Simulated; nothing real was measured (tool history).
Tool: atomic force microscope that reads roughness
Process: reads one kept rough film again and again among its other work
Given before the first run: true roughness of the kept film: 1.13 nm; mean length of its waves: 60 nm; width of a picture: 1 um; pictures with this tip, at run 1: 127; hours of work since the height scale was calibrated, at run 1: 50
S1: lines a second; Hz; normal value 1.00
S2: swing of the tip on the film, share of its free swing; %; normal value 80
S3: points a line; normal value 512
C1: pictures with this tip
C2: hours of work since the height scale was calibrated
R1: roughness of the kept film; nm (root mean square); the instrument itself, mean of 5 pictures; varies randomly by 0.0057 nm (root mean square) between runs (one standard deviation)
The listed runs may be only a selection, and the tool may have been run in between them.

run	hour	S1	S2	S3	C1	C2	R1
1	0.0	1.00	80	512	127	50	1.006
2	30.9	1.00	80	512	162	64	0.998
3	68.8	1.00	80	512	205	80	0.991
4	94.5	1.00	80	512	233	92	0.984
5	149.8	1.00	80	454	295	116	0.980
6	175.0	1.00	80	454	324	127	0.975
# hour 190.8: new tip fitted
7	231.3	1.00	80	454	45	152	1.020
8	278.4	1.00	80	512	98	172	1.012
9	302.3	2.38	80	512	125	183	0.906
10	326.2	2.38	80	512	152	194	0.908
11	368.7	2.38	80	512	200	212	0.896
12	394.8	2.38	80	512	229	224	0.901
13	423.5	1.00	80	512	261	236	0.990
14	452.2	1.00	80	512	294	249	0.994
15	477.9	1.00	80	512	322	260	0.990
# hour 491.6: new tip fitted
16	526.0	1.00	80	1023	39	281	1.020
17	551.2	1.00	80	872	67	293	1.017
18	580.9	1.00	80	872	101	306	1.017
19	610.9	1.00	82	872	134	319	1.005
20	666.1	0.62	80	512	196	343	1.041
21	699.0	0.62	64	512	233	358	1.072
22	735.8	1.95	80	512	274	374	0.916
23	790.0	1.95	80	512	335	398	0.924
# hour 794.4: new tip fitted
24	828.2	1.00	63	512	38	414	1.071
25	870.7	1.00	63	512	85	433	1.069
26	895.7	3.18	63	512	114	444	0.999
27	947.9	1.87	61	440	172	467	1.039
28	986.8	1.00	66	310	216	484	1.041

Predict the results of run 29:
29	1018.9	1.00	73	284	252	498	?

{"run 29": {"R1": 1.021}}
Take away the tool's hidden state, keep the run-to-run variation as it was, and the same run would have given R1 1.049 nm (root mean square).
